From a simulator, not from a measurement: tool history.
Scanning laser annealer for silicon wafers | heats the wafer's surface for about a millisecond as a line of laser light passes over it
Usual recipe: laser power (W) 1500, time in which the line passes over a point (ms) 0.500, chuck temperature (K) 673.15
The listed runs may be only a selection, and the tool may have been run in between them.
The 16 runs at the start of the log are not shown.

| run | day | laser power (W) | time in which the line passes over a point (ms) | chuck temperature (K) | highest temperature of the surface (K) |
|---|---|---|---|---|---|
| 17 | 40.317 | 1500 | 0.500 | 667.15 | 1477.15 |
| 18 | 42.942 | 1500 | 0.500 | 667.15 | 1472.15 |
| 19 | 44.362 | 1500 | 0.592 | 673.15 | 1545.15 |
| 20 | 47.754 | 1500 | 0.500 | 636.15 | 1423.15 |
| 21 | 49.396 | 1500 | 0.500 | 636.15 | 1421.15 |
| 22 | 51.050 | 1642 | 0.361 | 695.15 | 1427.15 |
|  | 52.312 | window over the wafer cleaned |
| 23 | 53.096 | 1642 | 0.361 | 695.15 | 1470.15 |
| 24 | 55.188 | 1642 | 0.361 | 695.15 | 1465.15 |
| 25 | 57.704 | 1642 | 0.361 | 695.15 | 1459.15 |
| 26 | 61.088 | 1642 | 0.361 | 695.15 | 1456.15 |
| 27 | 63.917 | 1642 | 0.361 | 695.15 | 1443.15 |
| 28 | 65.817 | 1557 | 0.576 | 679.15 | 1577.15 |
| 29 | 69.167 | 1356 | 0.355 | 676.15 | 1258.15 |
| 30 | 72.517 | 1356 | 0.355 | 676.15 | 1255.15 |
|  | 73.425 | window over the wafer cleaned |
| 31 | 75.071 | 1507 | 0.394 | 650.15 | 1378.15 |
| 32 | 76.742 | 1643 | 0.512 | 673.15 | 1593.15 |
| 33 | 79.125 | 1643 | 0.512 | 673.15 | 1589.15 |
| 34 | 82.433 | 1411 | 0.432 | 708.15 | 1398.15 |
| 35 | 84.712 | 1411 | 0.432 | 708.15 | 1392.15 |
|  | 86.438 | optics aligned, line set to its width |
| 36 | 88.108 | 1500 | 0.500 | 681.15 | 1477.15 |
| 37 | 91.021 | 1500 | 0.500 | 681.15 | 1472.15 |
| 38 | 94.071 | 1522 | 0.485 | 666.15 | 1449.15 |
|  | 94.900 | window over the wafer cleaned |
| 39 | 96.350 | 1615 | 0.448 | 684.15 | 1539.15 |

Forecast each of these 5 alternatives for the next run:
| A | 97.888 | 1500 | 0.478 | 662.15 | ? |
| B | 97.888 | 1394 | 0.582 | 697.15 | ? |
| C | 97.888 | 1615 | 0.419 | 684.15 | ? |
| D | 97.888 | 1338 | 0.475 | 662.15 | ? |
| E | 97.888 | 1615 | 0.478 | 668.15 | ? |

| run | highest temperature of the surface (K) |
|---|---|
| A | 1469.15 |
| B | 1518.15 |
| C | 1503.15 |
| D | 1363.15 |
| E | 1545.15 |
Without the tool's hidden state the same runs would have given:
| run | highest temperature of the surface (K) |
|---|---|
| A | 1483.15 |
| B | 1532.15 |
| C | 1517.15 |
| D | 1375.15 |
| E | 1560.15 |
